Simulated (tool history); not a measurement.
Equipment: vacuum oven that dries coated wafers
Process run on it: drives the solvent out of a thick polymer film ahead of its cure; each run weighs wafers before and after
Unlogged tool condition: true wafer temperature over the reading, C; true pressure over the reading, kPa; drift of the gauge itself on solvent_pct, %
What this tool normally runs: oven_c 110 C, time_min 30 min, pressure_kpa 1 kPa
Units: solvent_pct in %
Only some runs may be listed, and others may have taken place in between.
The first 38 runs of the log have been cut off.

run	hour	oven_c	time_min	pressure_kpa	hours of work since the thermocouples were calibrated	hours of work since the vacuum gauge was cleaned of residue	solvent_pct
39	656.7	107	26	1.17	1047	65	4.51
40	678.9	110	16	1.72	1058	76	6.25
41	695.6	114	17	1.44	1067	84	4.67
42	707.4	111	53	0.56	1073	90	0.95
43	727.8	111	53	0.56	1083	101	0.98
44	739	112	44	1	1089	107	1.63
45	760.6	110	44	0.86	1100	118	1.7
46	786.4	106	18	1.82	1113	131	6.75

3 options for the next run, each taken on its own from the tool as it stands now. Forecast them:
A	801.3	124	15	0.84	1121	138	?
B	801.3	110	31	1	1121	138	?
C	801.3	120	17	0.91	1121	138	?

run	solvent_pct
A	2.57
B	2.88
C	2.86
Without the tool's unlogged condition, the same runs would have read:
run	solvent_pct
A	2.35
B	2.63
C	2.61
